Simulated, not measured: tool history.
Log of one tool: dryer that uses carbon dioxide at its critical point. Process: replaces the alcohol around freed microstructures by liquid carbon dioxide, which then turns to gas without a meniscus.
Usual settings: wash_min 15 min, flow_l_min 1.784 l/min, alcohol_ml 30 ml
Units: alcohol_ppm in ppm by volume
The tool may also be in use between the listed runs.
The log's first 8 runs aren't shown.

run	hour	wash_min	flow_l_min	alcohol_ml	hours of work since the filter was changed	hours of work since the purifier's bed was changed	alcohol_ppm
9	212.5	11	1.784	30	161	212	186
10	245.5	11	1.784	30	175	227	193
11	272.6	15	1.784	110	186	238	173
12	309.4	15	1.784	110	202	254	182
13	327.6	15	1.784	110	210	262	178
14	344.9	15	1.950	110	217	269	158
15	374.3	15	2.690	30	230	282	134
16	395.6	15	2.690	30	239	291	136
17	415.7	15	2.690	30	248	300	143
18	434.4	16	2.630	29	256	308	137
19	467.8	15	1.784	77	270	322	205
20	501.9	11	1.550	35	285	337	372
21	532.1	11	1.550	35	298	350	372
22	551.5	12	1.550	80	306	358	532
23	566.7	17	1.640	30	313	364	196
# hour 581.5: inlet filter changed
24	585.6	17	1.640	30	2	372	174
25	600.8	17	1.640	30	8	379	191
26	636.2	17	1.640	30	23	394	192
27	666.6	17	1.580	30	37	407	190
28	703.2	17	1.580	30	52	423	194
29	726.7	15	1.840	42	62	433	207
30	744.0	15	1.870	115	70	440	228
31	762.4	10	1.650	43	78	448	424

5 ways to go on from here, each from the tool as it stands after run 31. What would each give?
A	786.8	20	1.480	62	88	458	?
B	786.8	20	1.784	39	88	458	?
C	786.8	23	2.180	95	88	458	?
D	786.8	10	1.784	30	88	458	?
E	786.8	11	1.270	72	88	458	?

run	alcohol_ppm
A	211
B	215
C	208
D	318
E	923
Without the tool's hidden state the same runs would have given:
run	alcohol_ppm
A	7
B	14
C	9
D	97
E	628
